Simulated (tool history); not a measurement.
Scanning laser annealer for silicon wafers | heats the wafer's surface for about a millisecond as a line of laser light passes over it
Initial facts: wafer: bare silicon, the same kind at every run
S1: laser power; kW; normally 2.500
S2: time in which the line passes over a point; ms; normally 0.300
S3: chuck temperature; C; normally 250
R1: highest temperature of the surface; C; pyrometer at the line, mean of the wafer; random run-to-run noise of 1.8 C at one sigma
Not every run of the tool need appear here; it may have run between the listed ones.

{"run": 1, "day": 0.0, "S1": 2.5, "S2": 0.3, "S3": 250, "R1": 1066}
{"run": 2, "day": 0.958, "S1": 2.5, "S2": 0.3, "S3": 261, "R1": 1073}
{"run": 3, "day": 1.967, "S1": 2.5, "S2": 0.217, "S3": 250, "R1": 947}
{"run": 4, "day": 3.912, "S1": 2.5, "S2": 0.217, "S3": 250, "R1": 946}
{"run": 5, "day": 4.942, "S1": 2.5, "S2": 0.3, "S3": 250, "R1": 1061}
{"run": 6, "day": 6.221, "S1": 2.5, "S2": 0.3, "S3": 250, "R1": 1060}
{"run": 7, "day": 8.071, "S1": 2.5, "S2": 0.3, "S3": 250, "R1": 1059}
{"run": 8, "day": 9.662, "S1": 2.5, "S2": 0.3, "S3": 250, "R1": 1056}
{"run": 9, "day": 10.896, "S1": 2.5, "S2": 0.3, "S3": 250, "R1": 1057}
{"run": 10, "day": 12.779, "S1": 2.5, "S2": 0.278, "S3": 250, "R1": 1024}
{"run": 11, "day": 13.925, "S1": 2.5, "S2": 0.3, "S3": 286, "R1": 1088}
{"run": 12, "day": 15.688, "S1": 2.5, "S2": 0.3, "S3": 286, "R1": 1085}
{"run": 13, "day": 17.929, "S1": 2.713, "S2": 0.3, "S3": 286, "R1": 1156}
{"run": 14, "day": 19.488, "S1": 2.713, "S2": 0.3, "S3": 286, "R1": 1153}
{"run": 15, "day": 21.054, "S1": 2.713, "S2": 0.3, "S3": 286, "R1": 1154}
{"run": 16, "day": 22.171, "S1": 2.713, "S2": 0.3, "S3": 286, "R1": 1152}
{"run": 17, "day": 23.175, "S1": 2.713, "S2": 0.3, "S3": 286, "R1": 1149}
{"run": 18, "day": 25.238, "S1": 2.132, "S2": 0.3, "S3": 250, "R1": 920}
{"run": 19, "day": 27.233, "S1": 2.132, "S2": 0.3, "S3": 235, "R1": 905}
{"run": 20, "day": 29.521, "S1": 2.132, "S2": 0.3, "S3": 235, "R1": 901}
{"run": 21, "day": 30.492, "S1": 2.132, "S2": 0.3, "S3": 235, "R1": 904}
{"day": 30.771, "done": "window over the wafer cleaned"}
{"run": 22, "day": 32.646, "S1": 2.68, "S2": 0.348, "S3": 250, "R1": 1196}
{"run": 23, "day": 34.471, "S1": 2.68, "S2": 0.348, "S3": 250, "R1": 1191}
{"run": 24, "day": 35.671, "S1": 2.68, "S2": 0.348, "S3": 250, "R1": 1195}
{"run": 25, "day": 37.492, "S1": 2.68, "S2": 0.348, "S3": 250, "R1": 1190}
{"run": 26, "day": 39.442, "S1": 2.208, "S2": 0.218, "S3": 228, "R1": 842}
{"run": 27, "day": 40.858, "S1": 2.208, "S2": 0.218, "S3": 228, "R1": 842}
{"run": 28, "day": 42.233, "S1": 2.208, "S2": 0.339, "S3": 228, "R1": 985}
{"run": 29, "day": 44.471, "S1": 2.23, "S2": 0.26, "S3": 286, "R1": 954}
{"run": 30, "day": 45.742, "S1": 2.23, "S2": 0.315, "S3": 286, "R1": 1018}
{"run": 31, "day": 48.075, "S1": 2.65, "S2": 0.359, "S3": 250, "R1": 1182}
{"run": 32, "day": 49.921, "S1": 2.65, "S2": 0.369, "S3": 226, "R1": 1170}
{"run": 33, "day": 51.296, "S1": 2.65, "S2": 0.369, "S3": 226, "R1": 1167}
{"day": 51.954, "done": "optics aligned, line set to its width"}
{"run": 34, "day": 53.646, "S1": 2.691, "S2": 0.224, "S3": 219, "R1": 983}
{"run": 35, "day": 55.288, "S1": 2.691, "S2": 0.224, "S3": 219, "R1": 981}
{"run": 36, "day": 56.333, "S1": 2.691, "S2": 0.224, "S3": 219, "R1": 984}
{"run": 37, "day": 57.4, "S1": 2.567, "S2": 0.3, "S3": 250, "R1": 1083}
{"run": 38, "day": 59.333, "S1": 2.567, "S2": 0.3, "S3": 250, "R1": 1085}
{"run": 39, "day": 61.592, "S1": 2.644, "S2": 0.35, "S3": 282, "R1": 1207}
{"run": 40, "day": 63.892, "S1": 2.146, "S2": 0.317, "S3": 250, "R1": 959}

Alternative continuations, all from the tool just after run 40; predict every row:
{"run": "A", "day": 66.242, "S1": 2.738, "S2": 0.334, "S3": 221, "R1": "?"}
{"run": "B", "day": 66.242, "S1": 2.652, "S2": 0.259, "S3": 252, "R1": "?"}
{"run": "C", "day": 66.242, "S1": 2.427, "S2": 0.328, "S3": 237, "R1": "?"}

run=A R1=1152
run=B R1=1050
run=C R1=1054
Take away the tool's hidden state, keep each run's random variation, and the runs would have read:
run=A R1=1178
run=B R1=1072
run=C R1=1077

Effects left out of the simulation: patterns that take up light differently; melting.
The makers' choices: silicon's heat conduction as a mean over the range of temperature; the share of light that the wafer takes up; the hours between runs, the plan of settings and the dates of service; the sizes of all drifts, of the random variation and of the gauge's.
